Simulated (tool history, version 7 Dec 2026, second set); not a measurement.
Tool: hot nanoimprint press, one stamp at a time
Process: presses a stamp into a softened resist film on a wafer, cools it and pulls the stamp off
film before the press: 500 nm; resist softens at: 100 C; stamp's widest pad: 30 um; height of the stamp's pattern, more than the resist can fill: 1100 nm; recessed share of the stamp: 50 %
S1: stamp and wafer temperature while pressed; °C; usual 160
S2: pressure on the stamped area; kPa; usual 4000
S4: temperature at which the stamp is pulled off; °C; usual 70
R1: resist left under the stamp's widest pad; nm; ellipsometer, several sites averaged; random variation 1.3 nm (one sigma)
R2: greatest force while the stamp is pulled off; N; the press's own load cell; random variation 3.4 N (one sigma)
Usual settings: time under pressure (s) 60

run 1 hour=0 | S1=160 S2=4000 time_under_pressure_(s)=60 S4=70 | R1=206.4 R2=205
run 2 hour=4.3 | S1=160 S2=4000 time_under_pressure_(s)=60 S4=70 | R1=209.4 R2=204
run 3 hour=9 | S1=160 S2=3120 time_under_pressure_(s)=60 S4=70 | R1=230 R2=210
run 4 hour=13.2 | S1=160 S2=4000 time_under_pressure_(s)=60 S4=57 | R1=209.1 R2=263
run 5 hour=19.1 | S1=160 S2=4000 time_under_pressure_(s)=60 S4=57 | R1=209.8 R2=272
run 6 hour=23 | S1=160 S2=4000 time_under_pressure_(s)=33 S4=57 | R1=260.2 R2=267
run 7 hour=28.8 | S1=160 S2=4000 time_under_pressure_(s)=33 S4=57 | R1=258.6 R2=284
run 8 hour=32.9 | S1=160 S2=4000 time_under_pressure_(s)=33 S4=57 | R1=260 R2=280
run 9 hour=36.9 | S1=160 S2=3740 time_under_pressure_(s)=60 S4=70 | R1=214.2 R2=218
run 10 hour=44.4 | S1=153 S2=4000 time_under_pressure_(s)=60 S4=70 | R1=298 R2=214
-- hour=48 plate thermocouple calibrated
run 11 hour=55.5 | S1=153 S2=4000 time_under_pressure_(s)=60 S4=70 | R1=299.8 R2=215
-- hour=65.5 plate thermocouple calibrated, once more
run 12 hour=66.7 | S1=153 S2=4000 time_under_pressure_(s)=60 S4=70 | R1=281.1 R2=211
run 13 hour=73.9 | S1=153 S2=4000 time_under_pressure_(s)=60 S4=70 | R1=280.3 R2=213
run 14 hour=78.1 | S1=153 S2=4000 time_under_pressure_(s)=60 S4=63 | R1=278.9 R2=250
run 15 hour=86 | S1=153 S2=4000 time_under_pressure_(s)=60 S4=63 | R1=276.6 R2=253
run 16 hour=94.9 | S1=153 S2=4000 time_under_pressure_(s)=60 S4=63 | R1=281.5 R2=242
run 17 hour=103.8 | S1=160 S2=6010 time_under_pressure_(s)=74 S4=58 | R1=148.7 R2=286
run 18 hour=109.2 | S1=162 S2=4990 time_under_pressure_(s)=62 S4=70 | R1=157.2 R2=218
run 19 hour=114.8 | S1=155 S2=4180 time_under_pressure_(s)=60 S4=63 | R1=247.5 R2=241
run 20 hour=118.9 | S1=171 S2=3930 time_under_pressure_(s)=60 S4=62 | R1=112.4 R2=254
run 21 hour=124.8 | S1=171 S2=3930 time_under_pressure_(s)=60 S4=62 | R1=111.7 R2=253
run 22 hour=131.7 | S1=171 S2=3930 time_under_pressure_(s)=60 S4=62 | R1=111.9 R2=268
run 23 hour=141 | S1=160 S2=4000 time_under_pressure_(s)=33 S4=70 | R1=248.2 R2=221
run 24 hour=145.2 | S1=160 S2=4000 time_under_pressure_(s)=33 S4=70 | R1=247.2 R2=217
run 25 hour=149.5 | S1=166 S2=4000 time_under_pressure_(s)=55 S4=70 | R1=149.1 R2=224
run 26 hour=153.6 | S1=165 S2=4000 time_under_pressure_(s)=55 S4=70 | R1=157.9 R2=218
run 27 hour=158 | S1=165 S2=4890 time_under_pressure_(s)=102 S4=70 | R1=109.8 R2=228
run 28 hour=165.9 | S1=154 S2=4280 time_under_pressure_(s)=84 S4=63 | R1=231.9 R2=255
-- hour=172.8 stamp cleaned and given a new release coat
run 29 hour=177.9 | S1=160 S2=4000 time_under_pressure_(s)=60 S4=63 | R1=200.6 R2=192
run 30 hour=184.5 | S1=167 S2=2760 time_under_pressure_(s)=60 S4=70 | R1=166.4 R2=164

Measured less the same run without the tool's hidden state. The same run-to-run variation is in both; the gauge's scatter may not be:
The hidden state here: true temperature over the reading, C; pressure that arrives at the usual setting, %; grip of the stamp's worn release coat, % over a new coat's; drift of the gauge itself on residual_nm, %; drift of the gauge itself on pull_off_n, %.
run=1 R1=+11.1 R2=+40
run=2 R1=+11.5 R2=+41
run=3 R1=+12.1 R2=+44
run=4 R1=+11.8 R2=+54
run=5 R1=+12 R2=+56
run=6 R1=+13.5 R2=+57
run=7 R1=+13.7 R2=+61
run=8 R1=+14 R2=+61
run=9 R1=+12.8 R2=+49
run=10 R1=+16.4 R2=+49
run=11 R1=+19.3 R2=+51
run=12 R1=-2.4 R2=+46
run=13 R1=-2.1 R2=+46
run=14 R1=-1.8 R2=+56
run=15 R1=-1.5 R2=+57
run=16 R1=-1.1 R2=+56
run=17 R1=+0 R2=+68
run=18 R1=+0 R2=+53
run=19 R1=-0.1 R2=+59
run=20 R1=+0.2 R2=+63
run=21 R1=+0.3 R2=+63
run=22 R1=+0.4 R2=+68
run=23 R1=+1 R2=+58
run=24 R1=+1.3 R2=+57
run=25 R1=+0.9 R2=+59
run=26 R1=+1.1 R2=+58
run=27 R1=+1.1 R2=+61
run=28 R1=+2.2 R2=+70
run=29 R1=+2.1 R2=+1
run=30 R1=+1.6 R2=+2

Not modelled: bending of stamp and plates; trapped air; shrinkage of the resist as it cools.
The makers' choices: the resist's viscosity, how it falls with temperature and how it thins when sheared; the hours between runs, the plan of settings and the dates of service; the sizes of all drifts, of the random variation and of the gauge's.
